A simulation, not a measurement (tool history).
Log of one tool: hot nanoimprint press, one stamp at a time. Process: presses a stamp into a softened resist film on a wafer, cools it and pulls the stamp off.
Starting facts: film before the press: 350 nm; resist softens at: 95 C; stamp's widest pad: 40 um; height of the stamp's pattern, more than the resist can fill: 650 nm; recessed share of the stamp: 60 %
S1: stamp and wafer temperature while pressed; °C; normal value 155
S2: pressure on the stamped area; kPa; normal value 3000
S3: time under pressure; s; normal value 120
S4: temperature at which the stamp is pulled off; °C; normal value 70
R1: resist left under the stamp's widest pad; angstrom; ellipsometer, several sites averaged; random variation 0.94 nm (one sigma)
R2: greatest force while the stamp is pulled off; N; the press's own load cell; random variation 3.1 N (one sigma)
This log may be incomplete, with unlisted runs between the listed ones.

{"run": 1, "hour": 0.0, "S1": 155, "S2": 3000, "S3": 120, "S4": 70, "R1": 1954, "R2": 149}
{"run": 2, "hour": 31.2, "S1": 155, "S2": 3000, "S3": 120, "S4": 70, "R1": 1963, "R2": 149}
{"run": 3, "hour": 86.8, "S1": 155, "S2": 3000, "S3": 120, "S4": 70, "R1": 1969, "R2": 148}
{"run": 4, "hour": 114.9, "S1": 155, "S2": 3000, "S3": 120, "S4": 70, "R1": 1954, "R2": 152}
{"run": 5, "hour": 177.4, "S1": 155, "S2": 3000, "S3": 120, "S4": 70, "R1": 1984, "R2": 156}
{"run": 6, "hour": 217.4, "S1": 155, "S2": 3000, "S3": 120, "S4": 70, "R1": 1958, "R2": 149}
{"hour": 240.9, "done": "plate thermocouple calibrated"}
{"run": 7, "hour": 268.5, "S1": 155, "S2": 3000, "S3": 120, "S4": 70, "R1": 1975, "R2": 148}
{"hour": 279.6, "done": "stamp cleaned and given a new release coat"}
{"run": 8, "hour": 316.1, "S1": 155, "S2": 1940, "S3": 120, "S4": 70, "R1": 2307, "R2": 146}
{"run": 9, "hour": 353.8, "S1": 155, "S2": 1940, "S3": 120, "S4": 70, "R1": 2309, "R2": 147}
{"run": 10, "hour": 405.3, "S1": 155, "S2": 1940, "S3": 120, "S4": 70, "R1": 2312, "R2": 149}
{"run": 11, "hour": 450.9, "S1": 155, "S2": 2540, "S3": 120, "S4": 70, "R1": 2110, "R2": 143}
{"run": 12, "hour": 501.0, "S1": 155, "S2": 3000, "S3": 120, "S4": 70, "R1": 1980, "R2": 152}
{"run": 13, "hour": 550.9, "S1": 155, "S2": 3000, "S3": 120, "S4": 70, "R1": 2000, "R2": 147}
{"run": 14, "hour": 605.6, "S1": 155, "S2": 3000, "S3": 120, "S4": 70, "R1": 1997, "R2": 150}
{"run": 15, "hour": 657.5, "S1": 155, "S2": 3000, "S3": 120, "S4": 70, "R1": 1977, "R2": 147}
{"run": 16, "hour": 698.9, "S1": 155, "S2": 3000, "S3": 235, "S4": 67, "R1": 1560, "R2": 157}
{"hour": 730.1, "done": "stamp cleaned and given a new release coat"}
{"run": 17, "hour": 760.4, "S1": 155, "S2": 3000, "S3": 129, "S4": 69, "R1": 1951, "R2": 146}
{"hour": 777.4, "done": "plate thermocouple calibrated"}
{"run": 18, "hour": 796.5, "S1": 155, "S2": 2140, "S3": 166, "S4": 70, "R1": 2050, "R2": 153}
{"run": 19, "hour": 827.4, "S1": 155, "S2": 2140, "S3": 166, "S4": 63, "R1": 2058, "R2": 157}
{"hour": 855.7, "done": "gauge calibrated"}
{"run": 20, "hour": 863.4, "S1": 155, "S2": 2550, "S3": 120, "S4": 70, "R1": 2076, "R2": 144}
{"run": 21, "hour": 901.2, "S1": 162, "S2": 2550, "S3": 224, "S4": 70, "R1": 1098, "R2": 139}
{"run": 22, "hour": 940.9, "S1": 154, "S2": 3000, "S3": 139, "S4": 70, "R1": 1958, "R2": 145}
{"run": 23, "hour": 1007.0, "S1": 162, "S2": 1920, "S3": 203, "S4": 70, "R1": 1310, "R2": 150}
{"run": 24, "hour": 1067.3, "S1": 162, "S2": 2170, "S3": 133, "S4": 77, "R1": 1466, "R2": 137}
{"run": 25, "hour": 1132.2, "S1": 165, "S2": 3470, "S3": 133, "S4": 66, "R1": 1006, "R2": 156}
{"run": 26, "hour": 1161.8, "S1": 156, "S2": 3470, "S3": 133, "S4": 72, "R1": 1702, "R2": 141}
{"hour": 1187.2, "done": "stamp cleaned and given a new release coat"}
{"run": 27, "hour": 1228.0, "S1": 156, "S2": 3470, "S3": 133, "S4": 72, "R1": 1690, "R2": 143}
{"run": 28, "hour": 1255.6, "S1": 156, "S2": 3470, "S3": 133, "S4": 72, "R1": 1715, "R2": 143}
{"hour": 1306.8, "done": "plate thermocouple calibrated"}
{"run": 29, "hour": 1320.3, "S1": 166, "S2": 3340, "S3": 236, "S4": 74, "R1": 748, "R2": 142}

Each row is a separate what-if for the run after 29, all from the same tool condition, not one after another. Results?
{"run": "A", "hour": 1379.1, "S1": 160, "S2": 3000, "S3": 77, "S4": 70, "R1": "?", "R2": "?"}
{"run": "B", "hour": 1379.1, "S1": 146, "S2": 3000, "S3": 120, "S4": 70, "R1": "?", "R2": "?"}
{"run": "C", "hour": 1379.1, "S1": 153, "S2": 3340, "S3": 151, "S4": 64, "R1": "?", "R2": "?"}
{"run": "D", "hour": 1379.1, "S1": 149, "S2": 4720, "S3": 236, "S4": 62, "R1": "?", "R2": "?"}
{"run": "E", "hour": 1379.1, "S1": 166, "S2": 4110, "S3": 236, "S4": 68, "R1": "?", "R2": "?"}

run=A R1=1788 R2=148
run=B R1=2926 R2=148
run=C R1=1976 R2=160
run=D R1=1876 R2=156
run=E R1=670 R2=151
With the hidden condition removed and each run's random variation left untouched, the same runs would have given:
run=A R1=1757 R2=147
run=B R1=2876 R2=147
run=C R1=1942 R2=159
run=D R1=1843 R2=155
run=E R1=658 R2=150

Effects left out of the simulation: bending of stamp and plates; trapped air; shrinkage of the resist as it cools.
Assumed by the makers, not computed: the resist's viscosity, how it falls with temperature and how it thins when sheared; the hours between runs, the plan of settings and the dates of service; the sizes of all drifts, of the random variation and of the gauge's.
